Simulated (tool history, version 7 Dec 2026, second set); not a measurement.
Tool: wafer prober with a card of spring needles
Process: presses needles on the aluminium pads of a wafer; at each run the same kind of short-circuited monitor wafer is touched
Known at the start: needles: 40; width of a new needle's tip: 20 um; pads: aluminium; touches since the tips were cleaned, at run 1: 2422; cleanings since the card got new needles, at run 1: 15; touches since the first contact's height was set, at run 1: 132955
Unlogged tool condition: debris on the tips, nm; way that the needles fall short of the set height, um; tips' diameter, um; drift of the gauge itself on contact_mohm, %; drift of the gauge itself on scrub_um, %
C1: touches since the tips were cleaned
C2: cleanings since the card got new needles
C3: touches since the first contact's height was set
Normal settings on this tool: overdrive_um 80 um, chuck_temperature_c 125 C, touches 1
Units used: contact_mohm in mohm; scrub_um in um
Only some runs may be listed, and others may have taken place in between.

{"run": 1, "hour": 0.0, "overdrive_um": 80, "chuck_temperature_c": 125, "touches": 1, "C1": 2422, "C2": 15, "C3": 132955, "contact_mohm": 236, "scrub_um": 13.64}
{"run": 2, "hour": 12.8, "overdrive_um": 80, "chuck_temperature_c": 125, "touches": 1, "C1": 6082, "C2": 15, "C3": 136615, "contact_mohm": 243, "scrub_um": 13.68}
{"hour": 18.7, "done": "tips cleaned on abrasive film"}
{"run": 3, "hour": 20.6, "overdrive_um": 84, "chuck_temperature_c": 125, "touches": 1, "C1": 548, "C2": 16, "C3": 138797, "contact_mohm": 241, "scrub_um": 14.27}
{"run": 4, "hour": 27.2, "overdrive_um": 84, "chuck_temperature_c": 125, "touches": 1, "C1": 2433, "C2": 16, "C3": 140682, "contact_mohm": 243, "scrub_um": 14.26}
{"run": 5, "hour": 37.5, "overdrive_um": 84, "chuck_temperature_c": 125, "touches": 1, "C1": 5373, "C2": 16, "C3": 143622, "contact_mohm": 244, "scrub_um": 14.27}
{"hour": 41.9, "done": "tips cleaned on abrasive film, once more"}
{"run": 6, "hour": 53.1, "overdrive_um": 84, "chuck_temperature_c": 125, "touches": 1, "C1": 3195, "C2": 17, "C3": 148030, "contact_mohm": 241, "scrub_um": 14.25}
{"run": 7, "hour": 60.8, "overdrive_um": 84, "chuck_temperature_c": 125, "touches": 1, "C1": 5394, "C2": 17, "C3": 150229, "contact_mohm": 241, "scrub_um": 14.26}
{"run": 8, "hour": 68.1, "overdrive_um": 75, "chuck_temperature_c": 125, "touches": 1, "C1": 7478, "C2": 17, "C3": 152313, "contact_mohm": 244, "scrub_um": 12.71}
{"hour": 69.3, "done": "tips cleaned on abrasive film"}
{"run": 9, "hour": 81.8, "overdrive_um": 75, "chuck_temperature_c": 125, "touches": 1, "C1": 3573, "C2": 18, "C3": 156188, "contact_mohm": 243, "scrub_um": 12.68}
{"run": 10, "hour": 93.8, "overdrive_um": 75, "chuck_temperature_c": 125, "touches": 1, "C1": 6997, "C2": 18, "C3": 159612, "contact_mohm": 243, "scrub_um": 12.69}
{"hour": 96.3, "done": "tips cleaned on abrasive film"}
{"run": 11, "hour": 109.0, "overdrive_um": 80, "chuck_temperature_c": 125, "touches": 3, "C1": 3615, "C2": 19, "C3": 163918, "contact_mohm": 236, "scrub_um": 13.55}
{"run": 12, "hour": 117.4, "overdrive_um": 80, "chuck_temperature_c": 125, "touches": 3, "C1": 5992, "C2": 19, "C3": 166295, "contact_mohm": 234, "scrub_um": 13.53}
{"hour": 123.2, "done": "tips cleaned on abrasive film"}
{"run": 13, "hour": 127.2, "overdrive_um": 80, "chuck_temperature_c": 125, "touches": 3, "C1": 1152, "C2": 20, "C3": 169068, "contact_mohm": 234, "scrub_um": 13.53}
{"run": 14, "hour": 139.2, "overdrive_um": 80, "chuck_temperature_c": 125, "touches": 1, "C1": 4577, "C2": 20, "C3": 172493, "contact_mohm": 241, "scrub_um": 13.5}
{"hour": 150.1, "done": "tips cleaned on abrasive film"}
{"run": 15, "hour": 155.2, "overdrive_um": 80, "chuck_temperature_c": 125, "touches": 2, "C1": 1446, "C2": 21, "C3": 177016, "contact_mohm": 236, "scrub_um": 13.51}
{"run": 16, "hour": 162.1, "overdrive_um": 80, "chuck_temperature_c": 125, "touches": 2, "C1": 3421, "C2": 21, "C3": 178991, "contact_mohm": 239, "scrub_um": 13.53}
{"run": 17, "hour": 174.2, "overdrive_um": 63, "chuck_temperature_c": 125, "touches": 1, "C1": 6855, "C2": 21, "C3": 182425, "contact_mohm": 250, "scrub_um": 10.58}
{"hour": 177.8, "done": "tips cleaned on abrasive film"}
{"run": 18, "hour": 182.7, "overdrive_um": 61, "chuck_temperature_c": 125, "touches": 3, "C1": 1394, "C2": 22, "C3": 184823, "contact_mohm": 238, "scrub_um": 10.2}
{"run": 19, "hour": 198.3, "overdrive_um": 70, "chuck_temperature_c": 125, "touches": 1, "C1": 5855, "C2": 22, "C3": 189284, "contact_mohm": 247, "scrub_um": 11.75}
{"hour": 204.8, "done": "tips cleaned on abrasive film"}
{"run": 20, "hour": 211.7, "overdrive_um": 70, "chuck_temperature_c": 42, "touches": 2, "C1": 1969, "C2": 23, "C3": 193070, "contact_mohm": 219, "scrub_um": 11.76}
{"run": 21, "hour": 227.3, "overdrive_um": 72, "chuck_temperature_c": 125, "touches": 2, "C1": 6400, "C2": 23, "C3": 197501, "contact_mohm": 241, "scrub_um": 12.11}
{"hour": 232.1, "done": "tips cleaned on abrasive film"}
{"run": 22, "hour": 242.4, "overdrive_um": 71, "chuck_temperature_c": 72, "touches": 1, "C1": 2948, "C2": 24, "C3": 201803, "contact_mohm": 231, "scrub_um": 11.91}
{"run": 23, "hour": 257.8, "overdrive_um": 71, "chuck_temperature_c": 72, "touches": 1, "C1": 7318, "C2": 24, "C3": 206173, "contact_mohm": 234, "scrub_um": 11.89}
{"hour": 258.8, "done": "tips cleaned on abrasive film"}
{"run": 24, "hour": 264.7, "overdrive_um": 71, "chuck_temperature_c": 72, "touches": 1, "C1": 1666, "C2": 25, "C3": 208115, "contact_mohm": 229, "scrub_um": 11.91}
{"run": 25, "hour": 276.3, "overdrive_um": 71, "chuck_temperature_c": 72, "touches": 1, "C1": 4985, "C2": 25, "C3": 211434, "contact_mohm": 234, "scrub_um": 11.87}
{"hour": 285.9, "done": "tips cleaned on abrasive film"}
{"run": 26, "hour": 291.2, "overdrive_um": 81, "chuck_temperature_c": 125, "touches": 1, "C1": 1512, "C2": 26, "C3": 215635, "contact_mohm": 238, "scrub_um": 13.63}
{"run": 27, "hour": 300.3, "overdrive_um": 81, "chuck_temperature_c": 125, "touches": 1, "C1": 4125, "C2": 26, "C3": 218248, "contact_mohm": 241, "scrub_um": 13.59}
{"hour": 311.3, "done": "height of the first contact set anew"}
{"run": 28, "hour": 311.3, "overdrive_um": 81, "chuck_temperature_c": 125, "touches": 1, "C1": 7168, "C2": 26, "C3": 13, "contact_mohm": 240, "scrub_um": 14.04}
{"hour": 312.9, "done": "tips cleaned on abrasive film"}
{"run": 29, "hour": 320.7, "overdrive_um": 81, "chuck_temperature_c": 125, "touches": 1, "C1": 2230, "C2": 27, "C3": 2651, "contact_mohm": 236, "scrub_um": 14.02}
{"run": 30, "hour": 334.5, "overdrive_um": 81, "chuck_temperature_c": 27, "touches": 1, "C1": 6183, "C2": 27, "C3": 6604, "contact_mohm": 219, "scrub_um": 14.04}
{"hour": 339.8, "done": "tips cleaned on abrasive film"}
{"run": 31, "hour": 347.6, "overdrive_um": 72, "chuck_temperature_c": 69, "touches": 1, "C1": 2237, "C2": 28, "C3": 10305, "contact_mohm": 229, "scrub_um": 12.46}
{"run": 32, "hour": 359.1, "overdrive_um": 94, "chuck_temperature_c": 37, "touches": 2, "C1": 5511, "C2": 28, "C3": 13579, "contact_mohm": 214, "scrub_um": 16.23}
{"hour": 366.7, "done": "tips cleaned on abrasive film"}
{"run": 33, "hour": 366.7, "overdrive_um": 95, "chuck_temperature_c": 71, "touches": 2, "C1": 0, "C2": 29, "C3": 15715, "contact_mohm": 220, "scrub_um": 16.45}
{"run": 34, "hour": 379.7, "overdrive_um": 95, "chuck_temperature_c": 71, "touches": 2, "C1": 3708, "C2": 29, "C3": 19423, "contact_mohm": 221, "scrub_um": 16.45}

Each run again, without the hidden state but with its own random variation kept:
run=1 contact_mohm=230 scrub_um=13.86
run=2 contact_mohm=234 scrub_um=13.9
run=3 contact_mohm=231 scrub_um=14.57
run=4 contact_mohm=233 scrub_um=14.55
run=5 contact_mohm=235 scrub_um=14.56
run=6 contact_mohm=233 scrub_um=14.55
run=7 contact_mohm=232 scrub_um=14.57
run=8 contact_mohm=234 scrub_um=13.02
run=9 contact_mohm=234 scrub_um=13.01
run=10 contact_mohm=233 scrub_um=13.01
run=11 contact_mohm=233 scrub_um=13.89
run=12 contact_mohm=230 scrub_um=13.87
run=13 contact_mohm=232 scrub_um=13.88
run=14 contact_mohm=232 scrub_um=13.85
run=15 contact_mohm=232 scrub_um=13.87
run=16 contact_mohm=234 scrub_um=13.89
run=17 contact_mohm=235 scrub_um=10.94
run=18 contact_mohm=235 scrub_um=10.57
run=19 contact_mohm=235 scrub_um=12.13
run=20 contact_mohm=214 scrub_um=12.15
run=21 contact_mohm=233 scrub_um=12.5
run=22 contact_mohm=221 scrub_um=12.31
run=23 contact_mohm=221 scrub_um=12.29
run=24 contact_mohm=221 scrub_um=12.33
run=25 contact_mohm=222 scrub_um=12.29
run=26 contact_mohm=232 scrub_um=14.06
run=27 contact_mohm=232 scrub_um=14.02
run=28 contact_mohm=231 scrub_um=14.04
run=29 contact_mohm=230 scrub_um=14.03
run=30 contact_mohm=209 scrub_um=14.05
run=31 contact_mohm=221 scrub_um=12.49
run=32 contact_mohm=210 scrub_um=16.26
run=33 contact_mohm=219 scrub_um=16.49
run=34 contact_mohm=217 scrub_um=16.49
